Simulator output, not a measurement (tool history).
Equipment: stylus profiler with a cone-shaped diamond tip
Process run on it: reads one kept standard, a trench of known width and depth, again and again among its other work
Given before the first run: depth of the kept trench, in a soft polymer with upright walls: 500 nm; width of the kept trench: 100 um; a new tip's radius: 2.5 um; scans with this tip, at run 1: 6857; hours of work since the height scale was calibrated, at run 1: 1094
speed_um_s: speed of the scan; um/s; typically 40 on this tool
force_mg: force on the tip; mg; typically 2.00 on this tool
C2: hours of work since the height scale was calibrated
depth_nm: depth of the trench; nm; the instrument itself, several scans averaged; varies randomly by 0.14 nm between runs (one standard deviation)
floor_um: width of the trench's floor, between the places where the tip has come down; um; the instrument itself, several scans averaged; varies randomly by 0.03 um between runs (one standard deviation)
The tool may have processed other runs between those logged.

run 1 day=0.000 | speed_um_s=40 force_mg=2.00 | scans_with_this_tip=6857 C2=1094 | depth_nm=507.12 floor_um=95.60
run 2 day=2.783 | speed_um_s=40 force_mg=2.00 | scans_with_this_tip=7147 C2=1141 | depth_nm=507.58 floor_um=95.51
run 3 day=4.967 | speed_um_s=40 force_mg=2.00 | scans_with_this_tip=7375 C2=1177 | depth_nm=507.68 floor_um=95.46
run 4 day=9.158 | speed_um_s=40 force_mg=2.00 | scans_with_this_tip=7812 C2=1247 | depth_nm=507.67 floor_um=95.45
run 5 day=12.879 | speed_um_s=40 force_mg=0.83 | scans_with_this_tip=8200 C2=1309 | depth_nm=505.40 floor_um=95.32
run 6 day=15.600 | speed_um_s=40 force_mg=0.83 | scans_with_this_tip=8484 C2=1354 | depth_nm=505.37 floor_um=95.30
run 7 day=17.958 | speed_um_s=40 force_mg=0.83 | scans_with_this_tip=8730 C2=1393 | depth_nm=505.28 floor_um=95.19
-- day=19.808 height scale calibrated on a step standard
run 8 day=20.188 | speed_um_s=40 force_mg=2.00 | scans_with_this_tip=8961 C2=6 | depth_nm=509.60 floor_um=95.25
run 9 day=24.367 | speed_um_s=47 force_mg=2.00 | scans_with_this_tip=9397 C2=76 | depth_nm=509.65 floor_um=95.12
run 10 day=27.388 | speed_um_s=47 force_mg=2.00 | scans_with_this_tip=9712 C2=126 | depth_nm=509.96 floor_um=95.14
-- day=28.254 new tip fitted, height scale calibrated
run 11 day=30.775 | speed_um_s=47 force_mg=2.00 | scans_with_this_tip=263 C2=42 | depth_nm=505.75 floor_um=96.85
run 12 day=33.767 | speed_um_s=40 force_mg=2.00 | scans_with_this_tip=575 C2=92 | depth_nm=505.89 floor_um=96.78
run 13 day=36.042 | speed_um_s=84 force_mg=2.20 | scans_with_this_tip=812 C2=130 | depth_nm=506.62 floor_um=96.60
run 14 day=38.821 | speed_um_s=84 force_mg=2.20 | scans_with_this_tip=1102 C2=176 | depth_nm=506.28 floor_um=96.50
-- day=41.421 height scale calibrated on a step standard, once more
run 15 day=42.633 | speed_um_s=80 force_mg=1.32 | scans_with_this_tip=1498 C2=20 | depth_nm=504.41 floor_um=96.43
run 16 day=45.150 | speed_um_s=33 force_mg=4.62 | scans_with_this_tip=1761 C2=62 | depth_nm=509.76 floor_um=96.57
run 17 day=48.325 | speed_um_s=89 force_mg=2.55 | scans_with_this_tip=2092 C2=115 | depth_nm=506.92 floor_um=96.33

Run 18 has not been measured yet. What should we expect?
run 18 day=50.733 | speed_um_s=14 force_mg=0.80 | scans_with_this_tip=2343 C2=155 | depth_nm=? floor_um=?

{"run 18": {"depth_nm": 503.33, "floor_um": 96.45}}
Without the tool's hidden state the same run would have given depth_nm 503.01 nm, floor_um 96.90 um.

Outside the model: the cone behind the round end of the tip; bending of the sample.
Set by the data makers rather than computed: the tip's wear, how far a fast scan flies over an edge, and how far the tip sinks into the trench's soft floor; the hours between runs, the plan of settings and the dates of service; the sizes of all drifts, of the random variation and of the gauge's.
